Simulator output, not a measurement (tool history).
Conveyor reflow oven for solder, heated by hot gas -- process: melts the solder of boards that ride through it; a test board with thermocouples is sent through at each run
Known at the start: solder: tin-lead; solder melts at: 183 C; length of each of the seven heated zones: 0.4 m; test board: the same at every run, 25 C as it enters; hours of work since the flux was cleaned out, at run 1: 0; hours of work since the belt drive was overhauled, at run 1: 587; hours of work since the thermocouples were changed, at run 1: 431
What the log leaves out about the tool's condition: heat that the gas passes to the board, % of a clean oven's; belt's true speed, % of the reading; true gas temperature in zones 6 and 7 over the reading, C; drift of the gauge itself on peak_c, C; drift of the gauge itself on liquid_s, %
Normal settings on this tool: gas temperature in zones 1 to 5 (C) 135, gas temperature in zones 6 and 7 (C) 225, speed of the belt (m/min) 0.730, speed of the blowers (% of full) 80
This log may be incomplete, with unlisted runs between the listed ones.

| run | day | gas temperature in zones 1 to 5 (C) | gas temperature in zones 6 and 7 (C) | speed of the belt (m/min) | speed of the blowers (% of full) | hours of work since the flux was cleaned out | hours of work since the belt drive was overhauled | hours of work since the thermocouples were changed | highest temperature of the board (C) | time above the solder's melting point (s) |
|---|---|---|---|---|---|---|---|---|---|---|
| 1 | 0.000 | 135 | 225 | 0.730 | 80 | 0 | 587 | 431 | 209.93 | 43.86 |
| 2 | 1.646 | 135 | 225 | 0.730 | 80 | 30 | 617 | 461 | 209.92 | 43.89 |
| 3 | 4.071 | 135 | 225 | 0.730 | 80 | 74 | 661 | 505 | 210.05 | 43.64 |
| 4 | 6.992 | 135 | 225 | 0.730 | 80 | 127 | 715 | 558 | 209.76 | 43.56 |
| 5 | 9.417 | 135 | 225 | 0.730 | 80 | 172 | 759 | 603 | 209.68 | 43.64 |
|  | 12.196 | flux residue cleaned out of gas plates and filters |
| 6 | 12.196 | 135 | 225 | 0.730 | 80 | 0 | 806 | 649 | 210.42 | 44.40 |
| 7 | 14.350 | 135 | 225 | 0.730 | 80 | 39 | 845 | 689 | 210.30 | 44.35 |
|  | 14.708 | belt drive overhauled, speed set with a stopwatch |
| 8 | 16.700 | 143 | 225 | 0.730 | 80 | 79 | 36 | 729 | 211.87 | 48.72 |
| 9 | 18.096 | 143 | 225 | 0.730 | 80 | 104 | 62 | 754 | 211.77 | 48.84 |
| 10 | 20.388 | 135 | 238 | 0.730 | 80 | 146 | 103 | 796 | 221.59 | 52.58 |
| 11 | 21.812 | 135 | 240 | 0.730 | 80 | 172 | 129 | 822 | 223.23 | 53.47 |
|  | 24.500 | flux residue cleaned out of gas plates and filters |
| 12 | 25.088 | 143 | 222 | 0.747 | 65 | 11 | 185 | 878 | 206.86 | 42.93 |
| 13 | 28.200 | 149 | 217 | 0.747 | 65 | 67 | 242 | 934 | 203.87 | 42.47 |
| 14 | 29.575 | 132 | 213 | 0.747 | 65 | 92 | 267 | 959 | 197.11 | 28.67 |
|  | 29.933 | thermocouples of zones 6 and 7 changed |
|  | 32.842 | belt drive overhauled, speed set with a stopwatch, once more |
| 15 | 32.950 | 141 | 213 | 0.590 | 69 | 149 | 2 | 52 | 203.47 | 50.76 |
| 16 | 34.600 | 120 | 217 | 0.675 | 85 | 179 | 32 | 82 | 202.87 | 36.42 |
|  | 36.962 | flux residue cleaned out of gas plates and filters |
| 17 | 36.962 | 120 | 217 | 0.675 | 85 | 0 | 71 | 121 | 203.23 | 37.21 |
| 18 | 40.038 | 120 | 217 | 0.675 | 85 | 56 | 127 | 177 | 203.16 | 36.95 |

Same runs, no hidden state in the tool, same run-to-run variation:
| run | highest temperature of the board (C) | time above the solder's melting point (s) |
|---|---|---|
| 1 | 209.38 | 42.79 |
| 2 | 209.42 | 42.85 |
| 3 | 209.64 | 42.66 |
| 4 | 209.46 | 42.66 |
| 5 | 209.49 | 42.83 |
| 6 | 209.49 | 42.73 |
| 7 | 209.45 | 42.75 |
| 8 | 210.87 | 46.42 |
| 9 | 210.80 | 46.57 |
| 10 | 220.64 | 50.36 |
| 11 | 222.36 | 51.26 |
| 12 | 205.24 | 39.75 |
| 13 | 202.44 | 39.31 |
| 14 | 195.62 | 25.46 |
| 15 | 203.60 | 51.13 |
| 16 | 203.29 | 37.09 |
| 17 | 203.14 | 37.12 |
| 18 | 203.20 | 37.03 |
